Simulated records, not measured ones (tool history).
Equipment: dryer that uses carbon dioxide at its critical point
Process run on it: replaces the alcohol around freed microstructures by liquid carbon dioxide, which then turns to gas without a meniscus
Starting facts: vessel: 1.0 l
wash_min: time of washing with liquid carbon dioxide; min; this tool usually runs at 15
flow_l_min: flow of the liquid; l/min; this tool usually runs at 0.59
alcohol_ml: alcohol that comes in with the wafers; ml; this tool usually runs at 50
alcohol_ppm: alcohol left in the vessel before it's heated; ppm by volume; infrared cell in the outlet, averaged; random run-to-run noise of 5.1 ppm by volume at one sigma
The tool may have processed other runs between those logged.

{"run": 1, "hour": 0.0, "wash_min": 15, "flow_l_min": 0.59, "alcohol_ml": 50, "alcohol_ppm": 150}
{"run": 2, "hour": 22.8, "wash_min": 15, "flow_l_min": 0.59, "alcohol_ml": 50, "alcohol_ppm": 152}
{"run": 3, "hour": 46.3, "wash_min": 15, "flow_l_min": 0.59, "alcohol_ml": 50, "alcohol_ppm": 155}
{"run": 4, "hour": 86.0, "wash_min": 15, "flow_l_min": 0.59, "alcohol_ml": 50, "alcohol_ppm": 161}
{"run": 5, "hour": 112.0, "wash_min": 15, "flow_l_min": 0.451, "alcohol_ml": 50, "alcohol_ppm": 430}
{"run": 6, "hour": 140.7, "wash_min": 15, "flow_l_min": 0.451, "alcohol_ml": 50, "alcohol_ppm": 412}
{"run": 7, "hour": 180.1, "wash_min": 15, "flow_l_min": 0.491, "alcohol_ml": 50, "alcohol_ppm": 295}
{"run": 8, "hour": 202.8, "wash_min": 15, "flow_l_min": 0.491, "alcohol_ml": 50, "alcohol_ppm": 312}
{"run": 9, "hour": 237.7, "wash_min": 11, "flow_l_min": 0.59, "alcohol_ml": 50, "alcohol_ppm": 479}
{"run": 10, "hour": 268.9, "wash_min": 11, "flow_l_min": 0.59, "alcohol_ml": 50, "alcohol_ppm": 480}
{"run": 11, "hour": 311.2, "wash_min": 15, "flow_l_min": 0.952, "alcohol_ml": 50, "alcohol_ppm": 122}
{"run": 12, "hour": 355.0, "wash_min": 15, "flow_l_min": 0.952, "alcohol_ml": 50, "alcohol_ppm": 130}
{"run": 13, "hour": 378.2, "wash_min": 15, "flow_l_min": 0.59, "alcohol_ml": 50, "alcohol_ppm": 197}
{"run": 14, "hour": 405.3, "wash_min": 15, "flow_l_min": 0.59, "alcohol_ml": 50, "alcohol_ppm": 208}
{"run": 15, "hour": 434.1, "wash_min": 15, "flow_l_min": 0.59, "alcohol_ml": 50, "alcohol_ppm": 210}
{"run": 16, "hour": 480.0, "wash_min": 16, "flow_l_min": 0.59, "alcohol_ml": 50, "alcohol_ppm": 190}
{"run": 17, "hour": 510.6, "wash_min": 15, "flow_l_min": 0.59, "alcohol_ml": 50, "alcohol_ppm": 213}
{"run": 18, "hour": 551.0, "wash_min": 15, "flow_l_min": 0.59, "alcohol_ml": 50, "alcohol_ppm": 228}
{"run": 19, "hour": 583.3, "wash_min": 15, "flow_l_min": 0.59, "alcohol_ml": 50, "alcohol_ppm": 228}
{"run": 20, "hour": 618.7, "wash_min": 15, "flow_l_min": 0.59, "alcohol_ml": 44, "alcohol_ppm": 216}
{"run": 21, "hour": 642.9, "wash_min": 15, "flow_l_min": 0.59, "alcohol_ml": 44, "alcohol_ppm": 225}
{"run": 22, "hour": 666.7, "wash_min": 12, "flow_l_min": 0.59, "alcohol_ml": 50, "alcohol_ppm": 455}
{"run": 23, "hour": 687.6, "wash_min": 15, "flow_l_min": 0.59, "alcohol_ml": 50, "alcohol_ppm": 235}
{"run": 24, "hour": 729.1, "wash_min": 15, "flow_l_min": 0.59, "alcohol_ml": 50, "alcohol_ppm": 251}
{"run": 25, "hour": 756.2, "wash_min": 15, "flow_l_min": 0.59, "alcohol_ml": 50, "alcohol_ppm": 262}
{"run": 26, "hour": 803.5, "wash_min": 10, "flow_l_min": 0.4, "alcohol_ml": 20, "alcohol_ppm": 1428}
{"run": 27, "hour": 831.1, "wash_min": 23, "flow_l_min": 0.4, "alcohol_ml": 37, "alcohol_ppm": 231}
{"run": 28, "hour": 874.8, "wash_min": 23, "flow_l_min": 0.4, "alcohol_ml": 37, "alcohol_ppm": 237}
{"run": 29, "hour": 911.0, "wash_min": 15, "flow_l_min": 0.415, "alcohol_ml": 73, "alcohol_ppm": 1188}
{"run": 30, "hour": 940.4, "wash_min": 11, "flow_l_min": 0.415, "alcohol_ml": 73, "alcohol_ppm": 3424}
{"run": 31, "hour": 964.2, "wash_min": 9, "flow_l_min": 0.448, "alcohol_ml": 42, "alcohol_ppm": 2839}
{"run": 32, "hour": 1000.6, "wash_min": 20, "flow_l_min": 0.59, "alcohol_ml": 50, "alcohol_ppm": 202}
{"run": 33, "hour": 1044.6, "wash_min": 18, "flow_l_min": 0.465, "alcohol_ml": 80, "alcohol_ppm": 459}
{"run": 34, "hour": 1069.9, "wash_min": 18, "flow_l_min": 0.465, "alcohol_ml": 80, "alcohol_ppm": 452}
{"run": 35, "hour": 1094.8, "wash_min": 18, "flow_l_min": 0.465, "alcohol_ml": 80, "alcohol_ppm": 444}
{"run": 36, "hour": 1142.9, "wash_min": 10, "flow_l_min": 0.364, "alcohol_ml": 26, "alcohol_ppm": 2540}
{"run": 37, "hour": 1163.5, "wash_min": 10, "flow_l_min": 0.364, "alcohol_ml": 26, "alcohol_ppm": 2546}
{"run": 38, "hour": 1187.0, "wash_min": 10, "flow_l_min": 0.364, "alcohol_ml": 26, "alcohol_ppm": 2599}
{"run": 39, "hour": 1229.7, "wash_min": 10, "flow_l_min": 0.948, "alcohol_ml": 49, "alcohol_ppm": 266}
{"hour": 1234.2, "done": "inlet filter changed"}
{"run": 40, "hour": 1275.3, "wash_min": 21, "flow_l_min": 0.365, "alcohol_ml": 49, "alcohol_ppm": 361}
{"run": 41, "hour": 1300.4, "wash_min": 21, "flow_l_min": 0.365, "alcohol_ml": 49, "alcohol_ppm": 363}
{"run": 42, "hour": 1323.7, "wash_min": 12, "flow_l_min": 0.845, "alcohol_ml": 50, "alcohol_ppm": 222}
{"run": 43, "hour": 1363.2, "wash_min": 12, "flow_l_min": 0.845, "alcohol_ml": 50, "alcohol_ppm": 230}
{"run": 44, "hour": 1403.3, "wash_min": 16, "flow_l_min": 0.933, "alcohol_ml": 70, "alcohol_ppm": 224}
{"run": 45, "hour": 1452.6, "wash_min": 16, "flow_l_min": 0.933, "alcohol_ml": 110, "alcohol_ppm": 222}
{"run": 46, "hour": 1477.7, "wash_min": 19, "flow_l_min": 0.59, "alcohol_ml": 34, "alcohol_ppm": 239}
{"run": 47, "hour": 1500.5, "wash_min": 15, "flow_l_min": 0.59, "alcohol_ml": 21, "alcohol_ppm": 245}
{"run": 48, "hour": 1545.2, "wash_min": 15, "flow_l_min": 0.59, "alcohol_ml": 21, "alcohol_ppm": 265}

Consider 3 possible next runs. They are alternatives, not a sequence: every one starts from the tool as it was left by run 48. What does each give?
{"run": "A", "hour": 1580.9, "wash_min": 15, "flow_l_min": 0.953, "alcohol_ml": 20, "alcohol_ppm": "?"}
{"run": "B", "hour": 1580.9, "wash_min": 15, "flow_l_min": 0.516, "alcohol_ml": 21, "alcohol_ppm": "?"}
{"run": "C", "hour": 1580.9, "wash_min": 10, "flow_l_min": 0.59, "alcohol_ml": 48, "alcohol_ppm": "?"}

run=A alcohol_ppm=236
run=B alcohol_ppm=297
run=C alcohol_ppm=760
Had the tool no hidden state, the same runs would have come out as:
run=A alcohol_ppm=5
run=B alcohol_ppm=55
run=C alcohol_ppm=451
